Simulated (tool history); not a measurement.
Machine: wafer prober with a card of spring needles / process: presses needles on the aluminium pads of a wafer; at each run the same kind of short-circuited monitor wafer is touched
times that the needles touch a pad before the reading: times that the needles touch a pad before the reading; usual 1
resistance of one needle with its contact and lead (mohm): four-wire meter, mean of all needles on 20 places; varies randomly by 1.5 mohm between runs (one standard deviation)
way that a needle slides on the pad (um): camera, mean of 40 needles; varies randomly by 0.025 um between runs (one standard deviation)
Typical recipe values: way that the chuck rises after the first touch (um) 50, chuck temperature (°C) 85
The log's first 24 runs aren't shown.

run   hour  way that the chuck rises after the first touch (um)  chuck temperature (°C)  times that the needles touch a pad before the reading  touches since the tips were cleaned  cleanings since the card got new needles  touches since the first contact's height was set  resistance of one needle with its contact and lead (mohm)  way that a needle slides on the pad (um)
 25  282.2                                                   68                      85                                                      2                                 1381                                        47                                             28027                                                        144                                     12.26
     286.2  -- tips cleaned on abrasive film
     298.6  -- tips cleaned on abrasive film
 26  299.7                                                   68                      85                                                      2                                  166                                        49                                             30772                                                        134                                      12.3
     310.4  -- tips cleaned on abrasive film
 27  316.4                                                   68                      85                                                      2                                  951                                        50                                             33414                                                        142                                     12.24
     322.2  -- tips cleaned on abrasive film
 28  328.1                                                   34                      81                                                      3                                  936                                        51                                             35254                                                        170                                      6.06
     334.2  -- tips cleaned on abrasive film
 29  336.3                                                   34                      81                                                      3                                  337                                        52                                             36543                                                        164                                      6.04
 30  344.4                                                   33                      50                                                      2                                 1610                                        52                                             37816                                                        203                                      5.88
       347  -- tips cleaned on abrasive film
     359.3  -- tips cleaned on abrasive film
 31  360.3                                                   50                      52                                                      3                                  160                                        54                                             40315                                                        141                                      8.96
     370.8  -- tips cleaned on abrasive film
 32  375.8                                                   44                      90                                                      1                                  781                                        55                                             42752                                                        173                                      7.84

Branching from run 32: 4 alternative next runs. What would each branch give?
     382.8  -- tips cleaned on abrasive film
  A  383.6                                                   44                      57                                                      2                                  129                                        56                                             43979                                                          ?                                         ?
     382.8  -- tips cleaned on abrasive film
  B  383.6                                                   50                      66                                                      2                                  129                                        56                                             43979                                                          ?                                         ?
     382.8  -- tips cleaned on abrasive film
  C  383.6                                                   59                      87                                                      1                                  129                                        56                                             43979                                                          ?                                         ?
     382.8  -- tips cleaned on abrasive film
  D  383.6                                                   62                      90                                                      1                                  129                                        56                                             43979                                                          ?                                         ?

run  resistance of one needle with its contact and lead (mohm)  way that a needle slides on the pad (um)
  A                                                        148                                      7.81
  B                                                        142                                      8.91
  C                                                        141                                     10.55
  D                                                        144                                      11.1
With the hidden condition removed and each run's random variation left untouched, the same runs would have given:
run  resistance of one needle with its contact and lead (mohm)  way that a needle slides on the pad (um)
  A                                                        142                                      7.99
  B                                                        137                                      9.09
  C                                                        136                                     10.73
  D                                                        139                                     11.28

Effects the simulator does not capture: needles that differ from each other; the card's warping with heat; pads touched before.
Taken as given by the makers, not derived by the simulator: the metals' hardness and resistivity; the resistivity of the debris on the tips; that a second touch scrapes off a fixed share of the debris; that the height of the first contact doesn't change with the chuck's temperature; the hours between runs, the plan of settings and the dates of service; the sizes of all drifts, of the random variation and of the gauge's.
